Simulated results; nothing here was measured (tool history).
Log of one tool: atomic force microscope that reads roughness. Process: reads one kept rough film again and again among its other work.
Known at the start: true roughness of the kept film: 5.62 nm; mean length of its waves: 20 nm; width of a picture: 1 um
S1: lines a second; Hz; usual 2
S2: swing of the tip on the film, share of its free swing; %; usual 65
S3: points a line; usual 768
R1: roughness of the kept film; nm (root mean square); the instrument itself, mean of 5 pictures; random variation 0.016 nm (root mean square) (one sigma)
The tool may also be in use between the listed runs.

run    hour    S1  S2   S3     R1
  1       0     2  65  768  3.303
  2    32.7     2  65  768  2.903
  3    59.2  1.44  65  768  2.735
  4    96.3  1.44  65  768  2.491
      101.6  -- new tip fitted
  5   120.9  1.44  65  768    3.5
  6   177.2     2  87  768  2.501
  7   225.9     2  87  768  2.157
      233.7  -- new tip fitted
  8   251.3  1.38  65  768  3.487
  9   289.5  1.38  65  768  3.067
 10   338.2     2  65  768  2.594
      368.3  -- new tip fitted
 11   370.3     2  65  768  3.671
 12   394.3     2  65  768  3.358
 13   432.1     2  65  768  3.006
 14   488.8     2  65  768  2.524
      499.3  -- new tip fitted
 15   528.3     2  65  768  3.252
 16   584.1     2  65  768  2.676
 17   614.4     2  65  768  2.451
      630.8  -- new tip fitted
 18   648.5  0.98  65  329  3.447
 19   702.3   1.6  57  515  2.915
 20     730     2  64  616   2.63
      763.2  -- new tip fitted
 21   787.9     2  64  616  3.292
 22   844.3     2  64  616  2.785
 23   888.4     2  65  577  2.459
        893  -- new tip fitted
 24     924  2.26  88  965  2.825
      929.6  -- height scale calibrated on a step standard
 25     966  1.02  60  871  2.931
 26    1019  2.71  60  871   2.41
     1026.9  -- new tip fitted
     1067.6  -- height scale calibrated on a step standard, once more
 27    1079  2.71  60  871  3.136
 28    1128  1.91  77  301   2.51
     1160.6  -- new tip fitted
 29  1161.5  1.91  77  301  3.464
 30  1210.9   0.9  56  819  3.297
 31  1268.3   0.9  56  819  2.767
     1292.4  -- new tip fitted
 32  1321.7  0.59  82  453  3.403
 33  1366.3  0.59  82  453   2.92
 34  1405.7  0.59  82  453  2.584

5 ways to go on from here, each from the tool as it stands after run 34. What would each give?
     1422.6  -- new tip fitted
  A  1464.2  1.03  90  856   ?
     1422.6  -- new tip fitted
  B  1464.2  0.59  82  279   ?
     1422.6  -- new tip fitted
  C  1464.2  0.61  74  768   ?
     1422.6  -- new tip fitted
  D  1464.2  0.78  77  352   ?
     1422.6  -- new tip fitted
  E  1464.2  0.95  65  563   ?

run     R1
  A  3.064
  B  3.198
  C  3.354
  D  3.222
  E  3.335
Without the tool's hidden state the same runs would have given:
run     R1
  A  3.595
  B  3.751
  C  3.934
  D  3.779
  E  3.911
